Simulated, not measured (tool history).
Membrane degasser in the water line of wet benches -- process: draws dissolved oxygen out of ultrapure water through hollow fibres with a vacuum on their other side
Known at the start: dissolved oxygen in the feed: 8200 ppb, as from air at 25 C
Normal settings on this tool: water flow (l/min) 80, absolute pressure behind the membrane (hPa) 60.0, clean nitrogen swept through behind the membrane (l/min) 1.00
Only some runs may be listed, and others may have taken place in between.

run,hour,water flow (l/min),absolute pressure behind the membrane (hPa),clean nitrogen swept through behind the membrane (l/min),dissolved oxygen in the water behind the degasser (ppb),pressure that the water loses in the fibres (hPa)
1,0.0,80,60.0,1.00,478.8,647.4
2,47.2,80,60.0,1.00,478.8,650.4
3,96.0,80,60.0,1.00,472.3,647.6
4,136.8,80,46.4,1.00,306.6,650.5
5,170.4,80,58.7,1.00,456.2,650.7
6,192.4,80,58.7,1.00,454.2,652.2
7,216.9,80,44.5,1.00,281.9,648.4
8,244.3,80,60.0,1.00,474.4,650.1
9,271.3,80,60.0,1.00,473.8,651.4
10,300.4,80,60.0,1.00,478.1,649.1
11,345.2,80,108.0,1.00,1030.4,650.9
12,382.5,80,108.0,1.00,1025.0,648.0
13,420.4,80,60.0,1.00,478.1,649.9
14,470.8,80,60.0,1.68,359.7,652.6
15,494.9,80,60.0,1.68,355.9,649.8
16,545.7,80,60.0,1.68,360.0,652.3
17,568.1,80,60.0,1.68,358.8,653.2

The next listed run, before its measurement:
18,611.5,80,118.0,1.24,?,?

{"run 18": {"dissolved oxygen in the water behind the degasser (ppb)": 1017.2, "pressure that the water loses in the fibres (hPa)": 649.9}}
Take away the tool's hidden state, keep the run-to-run variation as it was, and the same run would have given dissolved oxygen in the water behind the degasser (ppb) 984.7, pressure that the water loses in the fibres (hPa) 643.2.
